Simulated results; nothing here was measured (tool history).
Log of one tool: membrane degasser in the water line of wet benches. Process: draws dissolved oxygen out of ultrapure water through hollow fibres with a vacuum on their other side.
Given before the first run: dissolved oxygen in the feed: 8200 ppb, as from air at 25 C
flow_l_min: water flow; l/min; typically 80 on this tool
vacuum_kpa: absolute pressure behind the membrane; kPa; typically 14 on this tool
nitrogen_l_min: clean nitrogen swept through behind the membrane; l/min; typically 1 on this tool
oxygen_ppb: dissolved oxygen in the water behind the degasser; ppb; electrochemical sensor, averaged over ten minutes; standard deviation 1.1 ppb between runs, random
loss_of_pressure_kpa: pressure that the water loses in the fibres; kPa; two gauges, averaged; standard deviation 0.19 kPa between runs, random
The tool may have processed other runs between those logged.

{"run": 1, "day": 0.0, "flow_l_min": 80, "vacuum_kpa": 14, "nitrogen_l_min": 1, "oxygen_ppb": 1288.1, "loss_of_pressure_kpa": 37.12}
{"run": 2, "day": 1.421, "flow_l_min": 80, "vacuum_kpa": 14, "nitrogen_l_min": 0.77, "oxygen_ppb": 1503.1, "loss_of_pressure_kpa": 37.56}
{"run": 3, "day": 3.567, "flow_l_min": 80, "vacuum_kpa": 14, "nitrogen_l_min": 0.77, "oxygen_ppb": 1500.7, "loss_of_pressure_kpa": 37.52}
{"run": 4, "day": 4.633, "flow_l_min": 80, "vacuum_kpa": 14, "nitrogen_l_min": 1, "oxygen_ppb": 1288.7, "loss_of_pressure_kpa": 37.29}
{"run": 5, "day": 6.342, "flow_l_min": 80, "vacuum_kpa": 14, "nitrogen_l_min": 1, "oxygen_ppb": 1287.5, "loss_of_pressure_kpa": 37.29}
{"run": 6, "day": 8.629, "flow_l_min": 80, "vacuum_kpa": 14, "nitrogen_l_min": 1, "oxygen_ppb": 1288, "loss_of_pressure_kpa": 37.2}
{"run": 7, "day": 10.171, "flow_l_min": 80, "vacuum_kpa": 14, "nitrogen_l_min": 1, "oxygen_ppb": 1287.4, "loss_of_pressure_kpa": 37.44}
{"run": 8, "day": 11.433, "flow_l_min": 100, "vacuum_kpa": 14, "nitrogen_l_min": 1, "oxygen_ppb": 1478.3, "loss_of_pressure_kpa": 47.13}
{"run": 9, "day": 13.592, "flow_l_min": 80, "vacuum_kpa": 14, "nitrogen_l_min": 1, "oxygen_ppb": 1289.4, "loss_of_pressure_kpa": 37.18}
{"run": 10, "day": 15.446, "flow_l_min": 80, "vacuum_kpa": 14, "nitrogen_l_min": 0.43, "oxygen_ppb": 2009.5, "loss_of_pressure_kpa": 37.21}
{"run": 11, "day": 17.154, "flow_l_min": 80, "vacuum_kpa": 14, "nitrogen_l_min": 0.47, "oxygen_ppb": 1934, "loss_of_pressure_kpa": 37.22}
{"day": 17.346, "done": "vacuum gauge calibrated"}
{"run": 12, "day": 19.446, "flow_l_min": 80, "vacuum_kpa": 22.2, "nitrogen_l_min": 1, "oxygen_ppb": 2071.6, "loss_of_pressure_kpa": 37.52}
{"day": 21.471, "done": "vacuum gauge calibrated, once more"}
{"run": 13, "day": 21.888, "flow_l_min": 80, "vacuum_kpa": 22.2, "nitrogen_l_min": 1, "oxygen_ppb": 2077.3, "loss_of_pressure_kpa": 37.25}
{"run": 14, "day": 24.138, "flow_l_min": 80, "vacuum_kpa": 22.2, "nitrogen_l_min": 1, "oxygen_ppb": 2075.5, "loss_of_pressure_kpa": 37.06}
{"run": 15, "day": 25.546, "flow_l_min": 80, "vacuum_kpa": 11.1, "nitrogen_l_min": 0.42, "oxygen_ppb": 1550.6, "loss_of_pressure_kpa": 37.39}
{"run": 16, "day": 27.083, "flow_l_min": 86, "vacuum_kpa": 25.2, "nitrogen_l_min": 0.64, "oxygen_ppb": 3044.3, "loss_of_pressure_kpa": 40.31}
{"run": 17, "day": 29.217, "flow_l_min": 58, "vacuum_kpa": 11.5, "nitrogen_l_min": 1.24, "oxygen_ppb": 706.5, "loss_of_pressure_kpa": 27.12}
{"run": 18, "day": 30.892, "flow_l_min": 80, "vacuum_kpa": 11.5, "nitrogen_l_min": 0.41, "oxygen_ppb": 1636.5, "loss_of_pressure_kpa": 37.38}
{"run": 19, "day": 32.817, "flow_l_min": 56, "vacuum_kpa": 13.9, "nitrogen_l_min": 1.42, "oxygen_ppb": 787.3, "loss_of_pressure_kpa": 26.53}
{"day": 33.754, "done": "seals of the vacuum lines changed"}
{"run": 20, "day": 34.421, "flow_l_min": 125, "vacuum_kpa": 28.2, "nitrogen_l_min": 0.82, "oxygen_ppb": 3536.4, "loss_of_pressure_kpa": 58.5}
{"run": 21, "day": 36.871, "flow_l_min": 61, "vacuum_kpa": 11.6, "nitrogen_l_min": 1.53, "oxygen_ppb": 636.2, "loss_of_pressure_kpa": 28.73}
{"run": 22, "day": 38.696, "flow_l_min": 61, "vacuum_kpa": 11.6, "nitrogen_l_min": 1.53, "oxygen_ppb": 635.5, "loss_of_pressure_kpa": 28.73}
{"run": 23, "day": 40.938, "flow_l_min": 99, "vacuum_kpa": 33.9, "nitrogen_l_min": 1.81, "oxygen_ppb": 2410.3, "loss_of_pressure_kpa": 46.38}
{"run": 24, "day": 42.596, "flow_l_min": 80, "vacuum_kpa": 12.4, "nitrogen_l_min": 2.21, "oxygen_ppb": 648.6, "loss_of_pressure_kpa": 37.45}

What if the next run were any one of these 4? Each begins from the tool's condition after run 24:
{"run": "A", "day": 44.617, "flow_l_min": 80, "vacuum_kpa": 34.8, "nitrogen_l_min": 0.61, "oxygen_ppb": "?", "loss_of_pressure_kpa": "?"}
{"run": "B", "day": 44.617, "flow_l_min": 52, "vacuum_kpa": 9, "nitrogen_l_min": 1.96, "oxygen_ppb": "?", "loss_of_pressure_kpa": "?"}
{"run": "C", "day": 44.617, "flow_l_min": 124, "vacuum_kpa": 28, "nitrogen_l_min": 2.49, "oxygen_ppb": "?", "loss_of_pressure_kpa": "?"}
{"run": "D", "day": 44.617, "flow_l_min": 74, "vacuum_kpa": 12.4, "nitrogen_l_min": 2.21, "oxygen_ppb": "?", "loss_of_pressure_kpa": "?"}

run=A oxygen_ppb=3843.7 loss_of_pressure_kpa=37.38
run=B oxygen_ppb=323.8 loss_of_pressure_kpa=24.53
run=C oxygen_ppb=1939.1 loss_of_pressure_kpa=58.11
run=D oxygen_ppb=608.6 loss_of_pressure_kpa=34.52
What these runs would have given with no unlogged condition in the tool:
run=A oxygen_ppb=3841.3 loss_of_pressure_kpa=37.05
run=B oxygen_ppb=322 loss_of_pressure_kpa=24.31
run=C oxygen_ppb=1936.1 loss_of_pressure_kpa=57.59
run=D oxygen_ppb=606.3 loss_of_pressure_kpa=34.22

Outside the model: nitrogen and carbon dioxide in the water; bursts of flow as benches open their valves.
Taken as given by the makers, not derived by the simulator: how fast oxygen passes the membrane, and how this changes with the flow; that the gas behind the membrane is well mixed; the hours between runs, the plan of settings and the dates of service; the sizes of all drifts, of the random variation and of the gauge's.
